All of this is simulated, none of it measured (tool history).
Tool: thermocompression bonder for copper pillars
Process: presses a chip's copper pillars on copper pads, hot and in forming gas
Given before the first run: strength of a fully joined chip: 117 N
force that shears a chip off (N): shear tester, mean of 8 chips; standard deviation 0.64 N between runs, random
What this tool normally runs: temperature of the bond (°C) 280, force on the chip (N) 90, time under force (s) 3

run	hour	temperature of the bond (°C)	force on the chip (N)	time under force (s)	force that shears a chip off (N)
1	0	280	90	3	74.7
2	29.2	297	90	3	86.9
3	62.7	297	90	3	86.2
4	94.4	253	90	3	52.1
5	117.3	253	90	3	51.5
6	149	255	90	3	53.6
7	169.3	280	90	3	72.6
8	187.2	280	90	3	71.8
9	201.4	280	90	3	71.6
10	221.3	280	90	9	92.7
11	248.9	280	90	9	92.9
12	265.5	280	90	9	91.9
13	289.2	280	90	9	92.1
14	319.4	280	90	9	92.2
15	345.4	280	90	9	91.7
16	374.4	280	90	3	68.1
17	388.7	280	90	3	69.6
18	408.4	280	90	3	68.3
19	425	304	90	3	84.5
20	447.6	304	90	3	84.1
# hour 454.1: heater calibrated with a thermocouple chip
21	475.5	263	68	2	49.2
22	490.5	276	97	2	69
23	520.5	276	97	2	68.7
24	541.2	308	97	4	99.8
25	571	293	69	3	77.6
26	604.4	293	69	2	69
27	622.8	293	69	2	68.4
28	637.4	258	70	2	45
29	665.9	252	70	9	68.2
30	697.2	252	70	9	68.3
31	715.1	256	58	3	44.7
# hour 717.7: forming gas filter changed
32	743	280	85	5	87
33	773.3	280	85	5	86.3
34	798.1	280	85	5	87.1
35	815.4	298	107	2	86.7
36	844.6	299	77	4	91
37	869.5	303	104	2	88.9
38	888.9	303	88	5	99.3
39	912.9	262	104	3	67.7

Alternative continuations, all from the tool just after run 39; predict every row:
A	945.2	300	55	7	?
B	945.2	280	98	2	?
C	945.2	262	104	2	?
D	945.2	264	81	4	?
E	945.2	252	104	4	?

run	force that shears a chip off (N)
A	91
B	70.3
C	58.6
D	65.4
E	63.4
With the hidden condition removed and each run's random variation left untouched, the same runs would have given:
run	force that shears a chip off (N)
A	97.1
B	77.4
C	65.6
D	72.6
E	70.8
